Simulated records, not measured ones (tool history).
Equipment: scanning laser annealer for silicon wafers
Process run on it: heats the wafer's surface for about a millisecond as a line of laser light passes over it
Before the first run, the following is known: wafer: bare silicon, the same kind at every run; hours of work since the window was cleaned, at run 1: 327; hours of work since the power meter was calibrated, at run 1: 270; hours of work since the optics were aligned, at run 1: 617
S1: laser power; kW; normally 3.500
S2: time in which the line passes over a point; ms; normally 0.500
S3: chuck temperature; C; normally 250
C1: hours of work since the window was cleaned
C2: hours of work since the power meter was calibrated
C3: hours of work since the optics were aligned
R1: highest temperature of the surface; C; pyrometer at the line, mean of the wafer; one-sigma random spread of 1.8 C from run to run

run  hour     S1     S2   S3   C1   C2   C3    R1
  1   0.0  3.500  0.500  250  327  270  617  1058
  2   6.4  3.500  0.563  250  330  273  620  1103
  3  15.3  3.500  0.563  250  334  278  624  1104
  4  26.1  3.500  0.563  250  339  283  630  1101
  5  34.8  3.500  0.563  250  343  287  634  1101
  6  42.1  3.500  0.500  250  347  290  637  1058
  7  55.1  3.500  0.500  250  353  296  643  1060
  8  65.5  3.500  0.500  250  358  301  648  1057

Estimate the outcome of run 9 from the log above:
  9  75.9  3.500  0.500  238  363  306  653   ?

Run 9 yielded R1 1047 C.
Minus the tool's unlogged condition, the same run would have read R1 1048 C.
